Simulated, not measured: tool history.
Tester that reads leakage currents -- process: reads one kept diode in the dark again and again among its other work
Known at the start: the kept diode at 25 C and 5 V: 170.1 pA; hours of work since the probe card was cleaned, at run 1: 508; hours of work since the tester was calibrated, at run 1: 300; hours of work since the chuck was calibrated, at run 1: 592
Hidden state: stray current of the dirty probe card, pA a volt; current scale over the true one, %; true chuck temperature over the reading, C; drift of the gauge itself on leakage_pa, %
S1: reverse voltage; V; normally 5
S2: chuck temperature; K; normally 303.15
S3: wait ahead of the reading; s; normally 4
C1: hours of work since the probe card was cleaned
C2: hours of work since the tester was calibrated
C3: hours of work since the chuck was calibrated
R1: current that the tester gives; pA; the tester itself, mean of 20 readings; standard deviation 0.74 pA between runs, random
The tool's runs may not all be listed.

run	hour	S1	S2	S3	C1	C2	C3	R1
1	0	5	303.15	4	508	300	592	259.66
2	29.1	5	303.15	4	530	323	614	258.82
3	68.9	5	303.15	4	561	353	645	259.56
4	105.8	5	303.15	3.81	589	382	673	259.89
5	127.3	5	303.15	3.81	606	398	690	260.26
6	154.3	5	303.15	3.81	627	419	711	259.65
7	190.8	5	303.15	3.81	655	447	739	259.74
8	228.7	1.33	303.15	4	684	476	768	151.92
9	257.3	5.07	303.15	4	706	498	790	263.64
10	288.8	1.74	303.15	4	730	522	814	170.57
11	314.7	1.74	303.15	4	750	542	834	169.97
12	350.5	1.74	303.15	4	777	570	861	170.96
13	388.2	5	295.15	4	806	599	890	145.28
14	420.5	5	315.15	4	831	624	915	608.46
15	449.9	11.15	296.15	1.87	854	646	938	221.11
16	480.8	11.15	296.15	1.87	878	670	961	223.21
17	517	11.15	296.15	1.87	905	698	989	221.99
18	536	6.52	302.15	1.57	920	712	1004	276.62
# hour 540.4: chuck's temperature calibrated
19	572.7	6.52	302.15	1.57	947	739	25	280.74
20	609.4	6.52	302.15	0.31	975	767	53	290.07
# hour 640.3: chuck's temperature calibrated, once more
21	640.5	5	326.15	4	997	790	0	1196.24
22	667.3	11.63	297.15	2.77	1018	810	21	231.1
23	702.8	11.63	297.15	2.77	1045	837	48	231.34
24	728.3	5.37	297.15	2.77	1065	857	68	168.42
25	760.9	1.1	318.15	4	1090	882	93	385.78
26	793.2	5	332.15	2.19	1115	907	117	1745.31
27	822.7	5	332.15	2.19	1137	930	140	1742.64
28	861.6	5	332.15	2.19	1167	960	170	1758.8

Alternative continuations, all from the tool just after run 28; predict every row:
A	898.4	5	294.15	2.19	1195	988	198	?
B	898.4	5	331.15	4	1195	988	198	?
C	898.4	1.31	295.15	2.19	1195	988	198	?
D	898.4	5	332.15	1.72	1195	988	198	?

run	R1
A	131.3
B	1647.89
C	81.6
D	1750.46
The same runs, with their run-to-run variation unchanged, on a tool lacking any hidden condition would have given:
run	R1
A	125.92
B	1619.37
C	79.26
D	1720.51
